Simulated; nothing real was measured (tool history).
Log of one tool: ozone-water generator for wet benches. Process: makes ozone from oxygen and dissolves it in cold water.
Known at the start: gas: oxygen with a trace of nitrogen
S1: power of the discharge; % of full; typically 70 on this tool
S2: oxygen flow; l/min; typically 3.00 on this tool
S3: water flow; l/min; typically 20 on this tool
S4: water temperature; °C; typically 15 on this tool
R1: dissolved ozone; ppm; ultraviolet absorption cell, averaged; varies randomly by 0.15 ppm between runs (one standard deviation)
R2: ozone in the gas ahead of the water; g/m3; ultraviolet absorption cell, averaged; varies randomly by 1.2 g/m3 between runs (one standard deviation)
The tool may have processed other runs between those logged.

run 1 hour=0.0 | S1=70 S2=3.00 S3=20 S4=15 | R1=18.1 R2=209.2
run 2 hour=200.6 | S1=70 S2=3.00 S3=20 S4=15 | R1=18.1 R2=209.2
run 3 hour=337.5 | S1=70 S2=3.00 S3=20 S4=15 | R1=18.1 R2=209.3
run 4 hour=461.8 | S1=70 S2=3.00 S3=20 S4=15 | R1=18.1 R2=207.6
run 5 hour=632.1 | S1=41 S2=3.00 S3=20 S4=15 | R1=12.3 R2=143.0
run 6 hour=844.6 | S1=70 S2=3.00 S3=20 S4=15 | R1=17.7 R2=206.5
run 7 hour=1028.0 | S1=70 S2=3.00 S3=20 S4=15 | R1=17.8 R2=206.2
run 8 hour=1161.5 | S1=70 S2=3.00 S3=20 S4=15 | R1=17.8 R2=207.3
run 9 hour=1314.0 | S1=70 S2=3.00 S3=20 S4=15 | R1=17.9 R2=208.5
run 10 hour=1465.0 | S1=64 S2=3.00 S3=20 S4=15 | R1=17.1 R2=195.3
run 11 hour=1662.3 | S1=70 S2=3.00 S3=20 S4=15 | R1=17.8 R2=205.0
run 12 hour=1848.3 | S1=70 S2=3.00 S3=20 S4=15 | R1=18.0 R2=204.9
run 13 hour=2060.2 | S1=70 S2=2.58 S3=20 S4=15 | R1=17.1 R2=220.4
run 14 hour=2181.2 | S1=70 S2=3.00 S3=20 S4=15 | R1=17.8 R2=205.9
run 15 hour=2295.4 | S1=70 S2=3.00 S3=20 S4=15 | R1=17.4 R2=203.6
run 16 hour=2495.1 | S1=70 S2=2.52 S3=20 S4=15 | R1=16.9 R2=221.1
run 17 hour=2643.7 | S1=70 S2=3.00 S3=20 S4=15 | R1=17.8 R2=203.9
run 18 hour=2839.5 | S1=42 S2=3.00 S3=20 S4=8 | R1=13.0 R2=142.5
-- hour=3010.1 water thermometer calibrated
run 19 hour=3014.9 | S1=98 S2=3.00 S3=20 S4=18 | R1=21.1 R2=250.6
run 20 hour=3125.1 | S1=70 S2=4.06 S3=20 S4=17 | R1=18.1 R2=174.4
run 21 hour=3227.9 | S1=63 S2=4.58 S3=16 S4=17 | R1=19.7 R2=153.4
run 22 hour=3405.3 | S1=63 S2=4.58 S3=16 S4=17 | R1=20.0 R2=153.1
run 23 hour=3512.3 | S1=63 S2=4.58 S3=16 S4=17 | R1=20.0 R2=152.9
run 24 hour=3654.0 | S1=45 S2=3.00 S3=12 S4=20 | R1=18.5 R2=147.4
run 25 hour=3872.1 | S1=45 S2=3.00 S3=12 S4=20 | R1=18.1 R2=149.5
-- hour=3903.2 contactor cleaned
run 26 hour=4072.2 | S1=45 S2=3.00 S3=12 S4=20 | R1=18.0 R2=148.3
run 27 hour=4187.2 | S1=45 S2=2.30 S3=12 S4=21 | R1=17.8 R2=166.7
run 28 hour=4368.9 | S1=45 S2=2.30 S3=12 S4=21 | R1=17.5 R2=166.5
run 29 hour=4508.1 | S1=49 S2=4.32 S3=12 S4=11 | R1=22.4 R2=132.2
run 30 hour=4641.1 | S1=49 S2=2.15 S3=12 S4=15 | R1=19.5 R2=183.5
run 31 hour=4850.7 | S1=49 S2=3.63 S3=31 S4=16 | R1=9.1 R2=140.8
run 32 hour=4969.1 | S1=49 S2=4.73 S3=31 S4=8 | R1=10.4 R2=124.3
run 33 hour=5088.3 | S1=70 S2=2.40 S3=21 S4=9 | R1=16.0 R2=218.8

What if the next run were any one of these 3? Each begins from the tool's condition after run 33:
run A hour=5249.6 | S1=70 S2=4.87 S3=24 S4=9 | R1=? R2=?
run B hour=5249.6 | S1=70 S2=2.40 S3=21 S4=9 | R1=? R2=?
run C hour=5249.6 | S1=78 S2=2.40 S3=21 S4=20 | R1=? R2=?

run=A R1=17.0 R2=155.2
run=B R1=16.1 R2=217.4
run=C R1=15.6 R2=234.9
What these runs would have given with no unlogged condition in the tool:
run=A R1=18.4 R2=166.9
run=B R1=17.3 R2=233.8
run=C R1=17.0 R2=254.1
